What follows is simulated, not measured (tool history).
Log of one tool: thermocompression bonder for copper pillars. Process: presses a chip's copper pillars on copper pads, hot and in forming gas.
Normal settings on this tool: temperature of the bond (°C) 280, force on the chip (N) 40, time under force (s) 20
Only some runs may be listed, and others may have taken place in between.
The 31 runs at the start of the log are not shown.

run	hour	temperature of the bond (°C)	force on the chip (N)	time under force (s)	force that shears a chip off (N)
32	774.9	271	27	27	27.2
33	805.2	257	37	25	30.5
34	836.6	280	30	14	24.9
35	861.3	280	40	56	56
36	884.8	280	40	56	56.8
37	905.4	280	40	56	57.2
38	932.3	280	40	56	55.6
39	961.8	267	32	22	29

Each row is a separate what-if for the run after 39, all from the same tool condition, not one after another. Results?
A	988.7	267	39	22	?
B	988.7	280	40	17	?
C	988.7	256	44	20	?

run	force that shears a chip off (N)
A	34.3
B	34.5
C	33.1
Had the tool no hidden state, the same runs would have come out as:
run	force that shears a chip off (N)
A	40.3
B	40.7
C	39.1

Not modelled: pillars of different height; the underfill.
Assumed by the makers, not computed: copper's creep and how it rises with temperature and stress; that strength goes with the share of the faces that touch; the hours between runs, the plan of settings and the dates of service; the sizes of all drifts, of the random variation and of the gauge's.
